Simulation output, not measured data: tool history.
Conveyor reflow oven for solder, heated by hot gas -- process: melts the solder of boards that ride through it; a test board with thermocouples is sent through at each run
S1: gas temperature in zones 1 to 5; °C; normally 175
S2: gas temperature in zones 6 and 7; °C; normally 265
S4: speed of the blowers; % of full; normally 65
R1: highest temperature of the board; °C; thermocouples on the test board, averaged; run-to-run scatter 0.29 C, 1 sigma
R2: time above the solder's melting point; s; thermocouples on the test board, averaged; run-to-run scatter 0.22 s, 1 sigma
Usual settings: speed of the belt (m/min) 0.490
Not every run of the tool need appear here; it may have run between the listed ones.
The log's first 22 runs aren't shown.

{"run": 23, "hour": 414.6, "S1": 175, "S2": 265, "speed of the belt (m/min)": 0.456, "S4": 65, "R1": 246.7, "R2": 56.1}
{"run": 24, "hour": 431.4, "S1": 175, "S2": 276, "speed of the belt (m/min)": 0.537, "S4": 60, "R1": 249.7, "R2": 47.0}
{"run": 25, "hour": 456.0, "S1": 175, "S2": 256, "speed of the belt (m/min)": 0.537, "S4": 81, "R1": 237.1, "R2": 38.4}
{"run": 26, "hour": 480.3, "S1": 175, "S2": 256, "speed of the belt (m/min)": 0.537, "S4": 81, "R1": 236.9, "R2": 38.2}
{"run": 27, "hour": 498.6, "S1": 164, "S2": 254, "speed of the belt (m/min)": 0.445, "S4": 82, "R1": 238.3, "R2": 46.6}
{"run": 28, "hour": 512.3, "S1": 164, "S2": 254, "speed of the belt (m/min)": 0.445, "S4": 82, "R1": 238.8, "R2": 46.6}
{"hour": 533.3, "done": "flux residue cleaned out of gas plates and filters"}
{"run": 29, "hour": 540.6, "S1": 164, "S2": 254, "speed of the belt (m/min)": 0.445, "S4": 82, "R1": 240.6, "R2": 50.2}
{"run": 30, "hour": 568.9, "S1": 163, "S2": 275, "speed of the belt (m/min)": 0.487, "S4": 86, "R1": 257.5, "R2": 56.4}

Forecast each of these 3 alternatives for the next run:
{"run": "A", "hour": 595.5, "S1": 163, "S2": 272, "speed of the belt (m/min)": 0.472, "S4": 89, "R1": "?", "R2": "?"}
{"run": "B", "hour": 595.5, "S1": 171, "S2": 271, "speed of the belt (m/min)": 0.49, "S4": 65, "R1": "?", "R2": "?"}
{"run": "C", "hour": 595.5, "S1": 175, "S2": 260, "speed of the belt (m/min)": 0.49, "S4": 65, "R1": "?", "R2": "?"}

run=A R1=255.7 R2=57.6
run=B R1=250.7 R2=53.1
run=C R1=241.9 R2=48.1
With no hidden state in the tool, these same runs would have given:
run=A R1=258.5 R2=58.4
run=B R1=253.3 R2=54.1
run=C R1=244.4 R2=49.6
